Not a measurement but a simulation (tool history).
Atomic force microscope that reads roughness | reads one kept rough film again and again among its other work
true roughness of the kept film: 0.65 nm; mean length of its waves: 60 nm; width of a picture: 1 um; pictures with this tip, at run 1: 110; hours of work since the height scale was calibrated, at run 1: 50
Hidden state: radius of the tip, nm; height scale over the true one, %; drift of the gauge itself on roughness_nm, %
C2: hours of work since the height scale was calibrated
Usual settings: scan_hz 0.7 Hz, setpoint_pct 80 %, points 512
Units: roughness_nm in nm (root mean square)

{"run": 1, "hour": 0.0, "scan_hz": 0.7, "setpoint_pct": 80, "points": 512, "pictures with this tip": 110, "C2": 50, "roughness_nm": 0.6305}
{"run": 2, "hour": 20.1, "scan_hz": 0.7, "setpoint_pct": 80, "points": 512, "pictures with this tip": 142, "C2": 60, "roughness_nm": 0.6287}
{"run": 3, "hour": 43.6, "scan_hz": 0.7, "setpoint_pct": 80, "points": 449, "pictures with this tip": 180, "C2": 70, "roughness_nm": 0.6268}
{"run": 4, "hour": 63.2, "scan_hz": 0.7, "setpoint_pct": 80, "points": 449, "pictures with this tip": 211, "C2": 80, "roughness_nm": 0.6268}
{"run": 5, "hour": 81.1, "scan_hz": 0.7, "setpoint_pct": 80, "points": 515, "pictures with this tip": 240, "C2": 88, "roughness_nm": 0.6267}
{"run": 6, "hour": 106.0, "scan_hz": 0.7, "setpoint_pct": 80, "points": 515, "pictures with this tip": 281, "C2": 99, "roughness_nm": 0.6254}
{"run": 7, "hour": 125.2, "scan_hz": 0.7, "setpoint_pct": 80, "points": 515, "pictures with this tip": 311, "C2": 108, "roughness_nm": 0.6241}
{"run": 8, "hour": 147.1, "scan_hz": 2.349, "setpoint_pct": 80, "points": 512, "pictures with this tip": 347, "C2": 118, "roughness_nm": 0.5973}
{"run": 9, "hour": 159.8, "scan_hz": 2.349, "setpoint_pct": 80, "points": 512, "pictures with this tip": 367, "C2": 124, "roughness_nm": 0.5963}
{"hour": 172.4, "done": "new tip fitted"}
{"run": 10, "hour": 176.9, "scan_hz": 2.349, "setpoint_pct": 80, "points": 512, "pictures with this tip": 7, "C2": 132, "roughness_nm": 0.6046}
{"run": 11, "hour": 197.6, "scan_hz": 2.349, "setpoint_pct": 80, "points": 512, "pictures with this tip": 40, "C2": 142, "roughness_nm": 0.6039}
{"run": 12, "hour": 216.7, "scan_hz": 0.799, "setpoint_pct": 80, "points": 512, "pictures with this tip": 71, "C2": 150, "roughness_nm": 0.6275}
{"run": 13, "hour": 233.4, "scan_hz": 0.799, "setpoint_pct": 80, "points": 512, "pictures with this tip": 98, "C2": 158, "roughness_nm": 0.6267}
{"run": 14, "hour": 249.3, "scan_hz": 0.7, "setpoint_pct": 77, "points": 512, "pictures with this tip": 124, "C2": 166, "roughness_nm": 0.6302}
{"run": 15, "hour": 269.7, "scan_hz": 0.7, "setpoint_pct": 77, "points": 512, "pictures with this tip": 157, "C2": 175, "roughness_nm": 0.6307}
{"run": 16, "hour": 292.5, "scan_hz": 0.7, "setpoint_pct": 72, "points": 512, "pictures with this tip": 193, "C2": 186, "roughness_nm": 0.6314}
{"run": 17, "hour": 304.5, "scan_hz": 0.7, "setpoint_pct": 72, "points": 512, "pictures with this tip": 213, "C2": 191, "roughness_nm": 0.6301}
{"hour": 307.6, "done": "height scale calibrated on a step standard"}
{"run": 18, "hour": 325.7, "scan_hz": 0.7, "setpoint_pct": 72, "points": 512, "pictures with this tip": 245, "C2": 8, "roughness_nm": 0.63}
{"run": 19, "hour": 348.8, "scan_hz": 0.7, "setpoint_pct": 72, "points": 512, "pictures with this tip": 283, "C2": 19, "roughness_nm": 0.6285}
{"hour": 367.2, "done": "height scale calibrated on a step standard, once more"}
{"run": 20, "hour": 371.6, "scan_hz": 1.235, "setpoint_pct": 72, "points": 512, "pictures with this tip": 318, "C2": 2, "roughness_nm": 0.624}
{"run": 21, "hour": 382.4, "scan_hz": 1.235, "setpoint_pct": 72, "points": 512, "pictures with this tip": 335, "C2": 7, "roughness_nm": 0.6232}
{"run": 22, "hour": 401.4, "scan_hz": 1.235, "setpoint_pct": 72, "points": 512, "pictures with this tip": 366, "C2": 16, "roughness_nm": 0.6224}
{"hour": 415.8, "done": "new tip fitted"}
{"run": 23, "hour": 417.6, "scan_hz": 1.235, "setpoint_pct": 72, "points": 512, "pictures with this tip": 3, "C2": 23, "roughness_nm": 0.6312}
{"run": 24, "hour": 433.2, "scan_hz": 1.235, "setpoint_pct": 72, "points": 512, "pictures with this tip": 28, "C2": 30, "roughness_nm": 0.6307}
{"run": 25, "hour": 452.0, "scan_hz": 0.7, "setpoint_pct": 75, "points": 332, "pictures with this tip": 59, "C2": 39, "roughness_nm": 0.6346}
{"run": 26, "hour": 469.6, "scan_hz": 0.7, "setpoint_pct": 75, "points": 332, "pictures with this tip": 87, "C2": 47, "roughness_nm": 0.6319}
{"run": 27, "hour": 494.6, "scan_hz": 2.043, "setpoint_pct": 63, "points": 512, "pictures with this tip": 127, "C2": 59, "roughness_nm": 0.6281}
{"run": 28, "hour": 510.9, "scan_hz": 1.35, "setpoint_pct": 80, "points": 894, "pictures with this tip": 153, "C2": 66, "roughness_nm": 0.619}
{"run": 29, "hour": 525.5, "scan_hz": 1.35, "setpoint_pct": 73, "points": 714, "pictures with this tip": 177, "C2": 73, "roughness_nm": 0.6268}
{"run": 30, "hour": 541.0, "scan_hz": 1.27, "setpoint_pct": 55, "points": 284, "pictures with this tip": 202, "C2": 80, "roughness_nm": 0.6325}
{"run": 31, "hour": 562.2, "scan_hz": 0.52, "setpoint_pct": 55, "points": 274, "pictures with this tip": 236, "C2": 90, "roughness_nm": 0.6364}
{"run": 32, "hour": 572.9, "scan_hz": 3.466, "setpoint_pct": 64, "points": 512, "pictures with this tip": 254, "C2": 95, "roughness_nm": 0.6138}
{"run": 33, "hour": 594.7, "scan_hz": 2.641, "setpoint_pct": 62, "points": 302, "pictures with this tip": 289, "C2": 105, "roughness_nm": 0.6218}
{"run": 34, "hour": 618.5, "scan_hz": 0.778, "setpoint_pct": 68, "points": 465, "pictures with this tip": 327, "C2": 116, "roughness_nm": 0.6296}
{"run": 35, "hour": 632.0, "scan_hz": 0.724, "setpoint_pct": 80, "points": 512, "pictures with this tip": 349, "C2": 123, "roughness_nm": 0.6237}
{"run": 36, "hour": 648.9, "scan_hz": 0.7, "setpoint_pct": 69, "points": 535, "pictures with this tip": 376, "C2": 130, "roughness_nm": 0.6294}
{"hour": 656.7, "done": "new tip fitted"}
{"run": 37, "hour": 663.0, "scan_hz": 0.7, "setpoint_pct": 69, "points": 535, "pictures with this tip": 10, "C2": 137, "roughness_nm": 0.6372}
{"run": 38, "hour": 674.8, "scan_hz": 0.7, "setpoint_pct": 69, "points": 535, "pictures with this tip": 29, "C2": 142, "roughness_nm": 0.6377}
{"run": 39, "hour": 690.4, "scan_hz": 0.666, "setpoint_pct": 89, "points": 578, "pictures with this tip": 54, "C2": 149, "roughness_nm": 0.626}
{"run": 40, "hour": 703.4, "scan_hz": 0.584, "setpoint_pct": 87, "points": 512, "pictures with this tip": 75, "C2": 155, "roughness_nm": 0.6293}
{"run": 41, "hour": 719.6, "scan_hz": 0.584, "setpoint_pct": 84, "points": 451, "pictures with this tip": 101, "C2": 163, "roughness_nm": 0.6303}
{"run": 42, "hour": 742.7, "scan_hz": 0.584, "setpoint_pct": 84, "points": 451, "pictures with this tip": 138, "C2": 174, "roughness_nm": 0.6278}
{"run": 43, "hour": 755.4, "scan_hz": 2.327, "setpoint_pct": 56, "points": 632, "pictures with this tip": 159, "C2": 180, "roughness_nm": 0.6315}

Measured less the same run without the tool's hidden state. The same run-to-run variation is in both; the gauge's scatter may not be:
run=1 roughness_nm=-0.0029
run=2 roughness_nm=-0.0037
run=3 roughness_nm=-0.0047
run=4 roughness_nm=-0.0056
run=5 roughness_nm=-0.0064
run=6 roughness_nm=-0.0074
run=7 roughness_nm=-0.0082
run=8 roughness_nm=-0.0086
run=9 roughness_nm=-0.0091
run=10 roughness_nm=-0.0009
run=11 roughness_nm=-0.0017
run=12 roughness_nm=-0.0025
run=13 roughness_nm=-0.0032
run=14 roughness_nm=-0.004
run=15 roughness_nm=-0.0047
run=16 roughness_nm=-0.0057
run=17 roughness_nm=-0.0062
run=18 roughness_nm=-0.0075
run=19 roughness_nm=-0.0085
run=20 roughness_nm=-0.0065
run=21 roughness_nm=-0.0069
run=22 roughness_nm=-0.0077
run=23 roughness_nm=+0.0009
run=24 roughness_nm=+0.0002
run=25 roughness_nm=-0.0006
run=26 roughness_nm=-0.0014
run=27 roughness_nm=-0.0025
run=28 roughness_nm=-0.003
run=29 roughness_nm=-0.0037
run=30 roughness_nm=-0.0044
run=31 roughness_nm=-0.0053
run=32 roughness_nm=-0.0056
run=33 roughness_nm=-0.0066
run=34 roughness_nm=-0.0076
run=35 roughness_nm=-0.0081
run=36 roughness_nm=-0.0088
run=37 roughness_nm=+0.0002
run=38 roughness_nm=-0.0002
run=39 roughness_nm=-0.0009
run=40 roughness_nm=-0.0014
run=41 roughness_nm=-0.0021
run=42 roughness_nm=-0.0031
run=43 roughness_nm=-0.0036

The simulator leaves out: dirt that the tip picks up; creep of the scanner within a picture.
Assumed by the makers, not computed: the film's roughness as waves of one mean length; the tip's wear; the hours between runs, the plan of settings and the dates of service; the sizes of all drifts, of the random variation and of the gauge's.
